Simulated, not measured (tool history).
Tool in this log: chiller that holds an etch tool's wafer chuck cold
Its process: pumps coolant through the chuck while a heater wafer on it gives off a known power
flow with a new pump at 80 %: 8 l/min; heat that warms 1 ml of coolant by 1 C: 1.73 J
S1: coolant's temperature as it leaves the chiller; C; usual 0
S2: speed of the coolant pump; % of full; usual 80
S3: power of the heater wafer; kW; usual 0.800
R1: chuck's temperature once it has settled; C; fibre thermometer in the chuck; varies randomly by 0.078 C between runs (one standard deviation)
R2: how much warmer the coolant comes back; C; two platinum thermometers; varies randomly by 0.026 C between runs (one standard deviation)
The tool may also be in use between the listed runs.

Run 1, hour 0.0: usual settings. Result: R1 6.29 C, R2 3.49 C.
Run 2, hour 57.0: usual settings. Result: R1 6.43 C, R2 3.52 C.
Run 3, hour 136.2: usual settings. Result: R1 6.44 C, R2 3.50 C.
Run 4, hour 204.1: usual settings but S3 0.720 kW. Result: R1 5.82 C, R2 3.12 C.
Run 5, hour 273.2: usual settings but S3 0.720 kW. Result: R1 5.79 C, R2 3.13 C.
Run 6, hour 321.9: usual settings but S3 0.720 kW. Result: R1 5.80 C, R2 3.10 C.
Run 7, hour 383.4: usual settings but S1 -9 C, S3 0.720 kW. Result: R1 -3.24 C, R2 3.12 C.
Run 8, hour 463.5: usual settings but S2 63 % of full. Result: R1 7.96 C, R2 4.56 C.
Run 9, hour 498.2: usual settings but S2 63 % of full. Result: R1 7.88 C, R2 4.55 C.
Run 10, hour 563.8: usual settings but S2 63 % of full. Result: R1 7.81 C, R2 4.56 C.
Run 11, hour 641.3: usual settings but S2 75 % of full. Result: R1 6.79 C, R2 3.78 C.
Run 12, hour 683.9: usual settings but S2 75 % of full, S3 0.912 kW. Result: R1 7.67 C, R2 4.27 C.
Run 13, hour 738.2: usual settings but S2 75 % of full, S3 0.912 kW. Result: R1 7.89 C, R2 4.25 C.
Run 14, hour 821.1: usual settings but S2 65 % of full, S3 0.912 kW. Result: R1 8.71 C, R2 5.03 C.
Run 15, hour 872.0: usual settings but S2 65 % of full, S3 0.912 kW. Result: R1 8.92 C, R2 5.05 C.
Run 16, hour 941.5: usual settings but S2 63 % of full. Result: R1 7.86 C, R2 4.57 C.
Run 17, hour 994.3: usual settings but S2 72 % of full. Result: R1 7.27 C, R2 3.94 C.
Run 18, hour 1058.1: usual settings but S1 8 C, S2 74 % of full. Result: R1 14.87 C, R2 3.81 C.
Run 19, hour 1102.2: usual settings but S1 8 C, S2 74 % of full. Result: R1 15.01 C, R2 3.80 C.
Run 20, hour 1138.2: usual settings but S1 -5 C, S2 66 % of full, S3 0.993 kW. Result: R1 4.58 C, R2 5.40 C.
Run 21, hour 1203.5: usual settings but S1 -5 C, S2 66 % of full, S3 0.993 kW. Result: R1 4.30 C, R2 5.33 C.
Run 22, hour 1287.4: usual settings but S1 9 C, S2 73 % of full, S3 0.720 kW. Result: R1 15.44 C, R2 3.50 C.
Run 23, hour 1366.8: usual settings but S1 9 C, S2 73 % of full, S3 0.720 kW. Result: R1 15.32 C, R2 3.42 C.
Run 24, hour 1439.1: usual settings but S1 9 C, S2 73 % of full, S3 0.720 kW. Result: R1 15.39 C, R2 3.50 C.
Run 25, hour 1507.4: usual settings but S1 9 C, S2 73 % of full, S3 0.720 kW. Result: R1 15.39 C, R2 3.46 C.
Run 26, hour 1552.9: usual settings but S1 1 C, S2 83 % of full, S3 0.882 kW. Result: R1 8.19 C, R2 3.69 C.
Run 27, hour 1611.1: usual settings but S1 1 C, S2 83 % of full, S3 0.882 kW. Result: R1 8.19 C, R2 3.73 C.
Run 28, hour 1662.2: usual settings but S1 -3 C, S2 72 % of full, S3 0.716 kW. Result: R1 3.61 C, R2 3.49 C.
Run 29, hour 1722.6: usual settings but S1 -3 C, S2 72 % of full, S3 0.716 kW. Result: R1 3.62 C, R2 3.50 C.
Run 30, hour 1792.0: usual settings but S1 -3 C, S2 72 % of full, S3 0.716 kW. Result: R1 3.63 C, R2 3.54 C.
Run 31, hour 1841.0: usual settings but S1 -3 C, S2 72 % of full, S3 0.716 kW. Result: R1 3.43 C, R2 3.48 C.
Run 32, hour 1885.1: usual settings but S1 8 C, S2 79 % of full, S3 0.473 kW. Result: R1 12.14 C, R2 2.08 C.

Subtracting, for every run, the result it would have given without the tool's unlogged condition from the measured result gives the following. The same run-to-run variation enters both numbers; the gauge's scatter may not:
The hidden state here: heat passed by the chuck's channels, % of clean ones'; flow at a given pump speed, % of a new pump's; coolant's true temperature over the reading, C; drift of the gauge itself on chuck_c, C; drift of the gauge itself on warmer_back_c, C.
run     R1
  1  +0.01
  2  +0.02
  3  +0.04
  4  +0.05
  5  +0.07
  6  +0.07
  7  +0.09
  8  +0.11
  9  +0.11
 10  +0.12
 11  +0.14
 12  +0.15
 13  +0.16
 14  +0.18
 15  +0.19
 16  +0.20
 17  +0.21
 18  +0.23
 19  +0.23
 20  +0.24
 21  +0.26
 22  +0.27
 23  +0.28
 24  +0.30
 25  +0.31
 26  +0.33
 27  +0.34
 28  +0.34
 29  +0.36
 30  +0.37
 31  +0.38
 32  +0.39
R2 without the hidden state stays within 0.01 C of what was measured, in all runs.

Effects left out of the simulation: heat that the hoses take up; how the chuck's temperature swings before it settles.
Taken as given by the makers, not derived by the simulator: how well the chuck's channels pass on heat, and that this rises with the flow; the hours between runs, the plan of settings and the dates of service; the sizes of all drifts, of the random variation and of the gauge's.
